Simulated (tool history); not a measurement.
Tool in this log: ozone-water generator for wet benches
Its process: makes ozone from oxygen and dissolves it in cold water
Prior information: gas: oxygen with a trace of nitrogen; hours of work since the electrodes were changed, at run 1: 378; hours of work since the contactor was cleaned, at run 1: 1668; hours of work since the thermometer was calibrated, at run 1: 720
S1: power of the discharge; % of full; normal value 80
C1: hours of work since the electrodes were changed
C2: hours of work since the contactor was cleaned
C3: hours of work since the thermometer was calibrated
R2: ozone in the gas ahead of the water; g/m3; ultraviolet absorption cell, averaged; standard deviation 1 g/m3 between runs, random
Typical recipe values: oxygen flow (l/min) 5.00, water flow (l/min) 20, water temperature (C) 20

{"run": 1, "hour": 0.0, "S1": 80, "oxygen flow (l/min)": 5.0, "water flow (l/min)": 20, "water temperature (C)": 20, "C1": 378, "C2": 1668, "C3": 720, "dissolved ozone (ppm)": 17.5, "R2": 170.0}
{"run": 2, "hour": 41.8, "S1": 80, "oxygen flow (l/min)": 5.0, "water flow (l/min)": 20, "water temperature (C)": 20, "C1": 416, "C2": 1706, "C3": 757, "dissolved ozone (ppm)": 17.4, "R2": 168.7}
{"run": 3, "hour": 103.7, "S1": 48, "oxygen flow (l/min)": 5.0, "water flow (l/min)": 20, "water temperature (C)": 20, "C1": 472, "C2": 1762, "C3": 813, "dissolved ozone (ppm)": 12.5, "R2": 123.1}
{"run": 4, "hour": 158.4, "S1": 80, "oxygen flow (l/min)": 5.0, "water flow (l/min)": 20, "water temperature (C)": 20, "C1": 521, "C2": 1811, "C3": 863, "dissolved ozone (ppm)": 17.1, "R2": 169.7}
{"run": 5, "hour": 207.5, "S1": 80, "oxygen flow (l/min)": 5.0, "water flow (l/min)": 20, "water temperature (C)": 20, "C1": 565, "C2": 1856, "C3": 907, "dissolved ozone (ppm)": 17.2, "R2": 167.5}
{"run": 6, "hour": 250.0, "S1": 80, "oxygen flow (l/min)": 3.39, "water flow (l/min)": 20, "water temperature (C)": 20, "C1": 604, "C2": 1894, "C3": 945, "dissolved ozone (ppm)": 16.5, "R2": 202.9}
{"run": 7, "hour": 279.6, "S1": 80, "oxygen flow (l/min)": 3.39, "water flow (l/min)": 20, "water temperature (C)": 20, "C1": 630, "C2": 1921, "C3": 972, "dissolved ozone (ppm)": 16.3, "R2": 202.2}
{"run": 8, "hour": 337.4, "S1": 80, "oxygen flow (l/min)": 5.0, "water flow (l/min)": 20, "water temperature (C)": 20, "C1": 683, "C2": 1973, "C3": 1024, "dissolved ozone (ppm)": 16.9, "R2": 166.4}
{"run": 9, "hour": 399.8, "S1": 80, "oxygen flow (l/min)": 5.0, "water flow (l/min)": 20, "water temperature (C)": 20, "C1": 739, "C2": 2029, "C3": 1081, "dissolved ozone (ppm)": 16.8, "R2": 166.1}
{"run": 10, "hour": 468.4, "S1": 80, "oxygen flow (l/min)": 5.0, "water flow (l/min)": 20, "water temperature (C)": 20, "C1": 801, "C2": 2091, "C3": 1143, "dissolved ozone (ppm)": 17.0, "R2": 165.7}
{"run": 11, "hour": 528.2, "S1": 80, "oxygen flow (l/min)": 7.12, "water flow (l/min)": 20, "water temperature (C)": 20, "C1": 855, "C2": 2145, "C3": 1197, "dissolved ozone (ppm)": 16.5, "R2": 138.8}
{"run": 12, "hour": 571.7, "S1": 80, "oxygen flow (l/min)": 5.0, "water flow (l/min)": 20, "water temperature (C)": 21, "C1": 894, "C2": 2185, "C3": 1236, "dissolved ozone (ppm)": 16.7, "R2": 165.7}
{"run": 13, "hour": 601.3, "S1": 80, "oxygen flow (l/min)": 5.0, "water flow (l/min)": 20, "water temperature (C)": 21, "C1": 921, "C2": 2212, "C3": 1263, "dissolved ozone (ppm)": 16.4, "R2": 166.9}
{"run": 14, "hour": 665.0, "S1": 80, "oxygen flow (l/min)": 5.0, "water flow (l/min)": 20, "water temperature (C)": 21, "C1": 979, "C2": 2269, "C3": 1320, "dissolved ozone (ppm)": 16.3, "R2": 166.1}
{"run": 15, "hour": 728.9, "S1": 65, "oxygen flow (l/min)": 5.0, "water flow (l/min)": 20, "water temperature (C)": 21, "C1": 1036, "C2": 2327, "C3": 1378, "dissolved ozone (ppm)": 14.4, "R2": 145.3}
{"run": 16, "hour": 778.6, "S1": 65, "oxygen flow (l/min)": 5.0, "water flow (l/min)": 20, "water temperature (C)": 21, "C1": 1081, "C2": 2372, "C3": 1423, "dissolved ozone (ppm)": 14.5, "R2": 146.5}
{"run": 17, "hour": 809.1, "S1": 65, "oxygen flow (l/min)": 5.0, "water flow (l/min)": 20, "water temperature (C)": 21, "C1": 1109, "C2": 2399, "C3": 1451, "dissolved ozone (ppm)": 14.5, "R2": 145.4}
{"run": 18, "hour": 848.0, "S1": 65, "oxygen flow (l/min)": 5.0, "water flow (l/min)": 20, "water temperature (C)": 21, "C1": 1144, "C2": 2434, "C3": 1486, "dissolved ozone (ppm)": 14.3, "R2": 145.7}
{"run": 19, "hour": 895.8, "S1": 55, "oxygen flow (l/min)": 2.89, "water flow (l/min)": 20, "water temperature (C)": 15, "C1": 1187, "C2": 2478, "C3": 1529, "dissolved ozone (ppm)": 12.9, "R2": 172.6}
{"run": 20, "hour": 952.6, "S1": 66, "oxygen flow (l/min)": 3.7, "water flow (l/min)": 16, "water temperature (C)": 18, "C1": 1238, "C2": 2529, "C3": 1580, "dissolved ozone (ppm)": 17.8, "R2": 168.3}
{"run": 21, "hour": 1011.9, "S1": 67, "oxygen flow (l/min)": 4.53, "water flow (l/min)": 20, "water temperature (C)": 22, "C1": 1292, "C2": 2582, "C3": 1634, "dissolved ozone (ppm)": 14.2, "R2": 154.1}
{"run": 22, "hour": 1047.9, "S1": 67, "oxygen flow (l/min)": 4.53, "water flow (l/min)": 20, "water temperature (C)": 22, "C1": 1325, "C2": 2615, "C3": 1666, "dissolved ozone (ppm)": 14.2, "R2": 153.7}
{"run": 23, "hour": 1098.5, "S1": 80, "oxygen flow (l/min)": 2.98, "water flow (l/min)": 25, "water temperature (C)": 20, "C1": 1370, "C2": 2661, "C3": 1712, "dissolved ozone (ppm)": 12.6, "R2": 207.9}
{"run": 24, "hour": 1128.2, "S1": 42, "oxygen flow (l/min)": 2.59, "water flow (l/min)": 24, "water temperature (C)": 26, "C1": 1397, "C2": 2688, "C3": 1739, "dissolved ozone (ppm)": 8.2, "R2": 153.2}
{"run": 25, "hour": 1191.9, "S1": 42, "oxygen flow (l/min)": 2.59, "water flow (l/min)": 24, "water temperature (C)": 26, "C1": 1455, "C2": 2745, "C3": 1796, "dissolved ozone (ppm)": 8.2, "R2": 151.8}
{"run": 26, "hour": 1225.4, "S1": 42, "oxygen flow (l/min)": 2.59, "water flow (l/min)": 24, "water temperature (C)": 26, "C1": 1485, "C2": 2775, "C3": 1827, "dissolved ozone (ppm)": 8.1, "R2": 152.0}
{"run": 27, "hour": 1283.2, "S1": 63, "oxygen flow (l/min)": 8.23, "water flow (l/min)": 29, "water temperature (C)": 12, "C1": 1537, "C2": 2828, "C3": 1879, "dissolved ozone (ppm)": 11.9, "R2": 107.7}
{"run": 28, "hour": 1346.0, "S1": 80, "oxygen flow (l/min)": 5.05, "water flow (l/min)": 20, "water temperature (C)": 24, "C1": 1594, "C2": 2884, "C3": 1936, "dissolved ozone (ppm)": 15.0, "R2": 157.3}
{"run": 29, "hour": 1382.6, "S1": 80, "oxygen flow (l/min)": 6.99, "water flow (l/min)": 12, "water temperature (C)": 24, "C1": 1627, "C2": 2917, "C3": 1969, "dissolved ozone (ppm)": 20.0, "R2": 134.1}
{"run": 30, "hour": 1451.5, "S1": 80, "oxygen flow (l/min)": 3.85, "water flow (l/min)": 20, "water temperature (C)": 20, "C1": 1689, "C2": 2980, "C3": 2031, "dissolved ozone (ppm)": 15.7, "R2": 179.6}
{"run": 31, "hour": 1493.7, "S1": 78, "oxygen flow (l/min)": 5.0, "water flow (l/min)": 20, "water temperature (C)": 15, "C1": 1727, "C2": 3018, "C3": 2069, "dissolved ozone (ppm)": 16.4, "R2": 156.7}
{"run": 32, "hour": 1525.7, "S1": 80, "oxygen flow (l/min)": 4.27, "water flow (l/min)": 20, "water temperature (C)": 20, "C1": 1756, "C2": 3047, "C3": 2098, "dissolved ozone (ppm)": 15.5, "R2": 172.9}
{"run": 33, "hour": 1570.3, "S1": 56, "oxygen flow (l/min)": 4.27, "water flow (l/min)": 16, "water temperature (C)": 17, "C1": 1797, "C2": 3087, "C3": 2138, "dissolved ozone (ppm)": 15.9, "R2": 139.9}
{"run": 34, "hour": 1636.5, "S1": 68, "oxygen flow (l/min)": 5.91, "water flow (l/min)": 16, "water temperature (C)": 13, "C1": 1856, "C2": 3147, "C3": 2198, "dissolved ozone (ppm)": 18.8, "R2": 130.5}

Run by run, hidden condition taken away, random variation retained:
Hidden state present: yield of the discharge, % of new electrodes'; contactor's efficiency, % of a clean one's; true water temperature over the reading, C; drift of the gauge itself on ozone_ppm, %; drift of the gauge itself on gas_g_m3, %.
run=1 dissolved_ozone_(ppm)=18.4 R2=173.1
run=2 dissolved_ozone_(ppm)=18.3 R2=172.1
run=3 dissolved_ozone_(ppm)=13.2 R2=125.2
run=4 dissolved_ozone_(ppm)=18.1 R2=174.0
run=5 dissolved_ozone_(ppm)=18.3 R2=172.2
run=6 dissolved_ozone_(ppm)=17.5 R2=209.0
run=7 dissolved_ozone_(ppm)=17.4 R2=208.5
run=8 dissolved_ozone_(ppm)=18.1 R2=172.0
run=9 dissolved_ozone_(ppm)=18.1 R2=172.1
run=10 dissolved_ozone_(ppm)=18.3 R2=172.2
run=11 dissolved_ozone_(ppm)=17.9 R2=144.7
run=12 dissolved_ozone_(ppm)=18.1 R2=173.1
run=13 dissolved_ozone_(ppm)=17.9 R2=174.5
run=14 dissolved_ozone_(ppm)=17.8 R2=174.1
run=15 dissolved_ozone_(ppm)=15.6 R2=151.9
run=16 dissolved_ozone_(ppm)=15.8 R2=153.4
run=17 dissolved_ozone_(ppm)=15.9 R2=152.5
run=18 dissolved_ozone_(ppm)=15.7 R2=153.0
run=19 dissolved_ozone_(ppm)=14.0 R2=180.6
run=20 dissolved_ozone_(ppm)=19.5 R2=177.7
run=21 dissolved_ozone_(ppm)=15.7 R2=163.1
run=22 dissolved_ozone_(ppm)=15.7 R2=163.0
run=23 dissolved_ozone_(ppm)=14.1 R2=222.3
run=24 dissolved_ozone_(ppm)=9.0 R2=160.1
run=25 dissolved_ozone_(ppm)=9.0 R2=159.0
run=26 dissolved_ozone_(ppm)=8.9 R2=159.3
run=27 dissolved_ozone_(ppm)=13.4 R2=115.0
run=28 dissolved_ozone_(ppm)=17.1 R2=170.1
run=29 dissolved_ozone_(ppm)=22.6 R2=145.3
run=30 dissolved_ozone_(ppm)=17.9 R2=195.3
run=31 dissolved_ozone_(ppm)=18.8 R2=170.4
run=32 dissolved_ozone_(ppm)=17.8 R2=188.6
run=33 dissolved_ozone_(ppm)=17.9 R2=150.2
run=34 dissolved_ozone_(ppm)=21.5 R2=141.9
